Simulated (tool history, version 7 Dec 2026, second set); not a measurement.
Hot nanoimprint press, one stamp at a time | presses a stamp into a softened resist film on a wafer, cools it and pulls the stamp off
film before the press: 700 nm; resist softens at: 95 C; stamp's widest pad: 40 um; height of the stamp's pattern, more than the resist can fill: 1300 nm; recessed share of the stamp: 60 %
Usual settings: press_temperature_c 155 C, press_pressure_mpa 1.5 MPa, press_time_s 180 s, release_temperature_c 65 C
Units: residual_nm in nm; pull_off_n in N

run,hour,press_temperature_c,press_pressure_mpa,press_time_s,release_temperature_c,residual_nm,pull_off_n
1,0,155,1.5,180,65,324,230
2,9.7,155,1.5,180,65,324.3,221
3,17.4,155,1.5,180,65,323.6,233
4,26,155,1.5,180,65,324.5,236
5,33.7,155,2.24,180,65,265.2,234
6,39.3,155,2.24,180,65,266.9,234
7,47.8,155,2.24,180,65,265,230
8,58.8,155,1.5,180,65,326.4,235
9,65.9,155,1.5,180,65,328.3,225
10,77.8,157,1.5,180,65,300.7,230
11,86.7,155,1.5,161,65,339.9,230
12,92.6,155,1.5,161,65,336.4,232
13,97.9,159,1.5,180,65,273.4,229
14,106.9,155,1.5,180,65,327.4,227
15,118.7,155,1.5,180,65,328.7,232
16,130.8,146,1.74,224,55,428,290
17,137.8,152,1.74,98,55,429.8,307

Forecast run 18:
18,148.8,152,1.74,98,55,?,?

Run 18 gave residual_nm 427.8 nm, pull_off_n 292 N.
Without the tool's hidden state the same run would have given residual_nm 418.7 nm, pull_off_n 289 N.

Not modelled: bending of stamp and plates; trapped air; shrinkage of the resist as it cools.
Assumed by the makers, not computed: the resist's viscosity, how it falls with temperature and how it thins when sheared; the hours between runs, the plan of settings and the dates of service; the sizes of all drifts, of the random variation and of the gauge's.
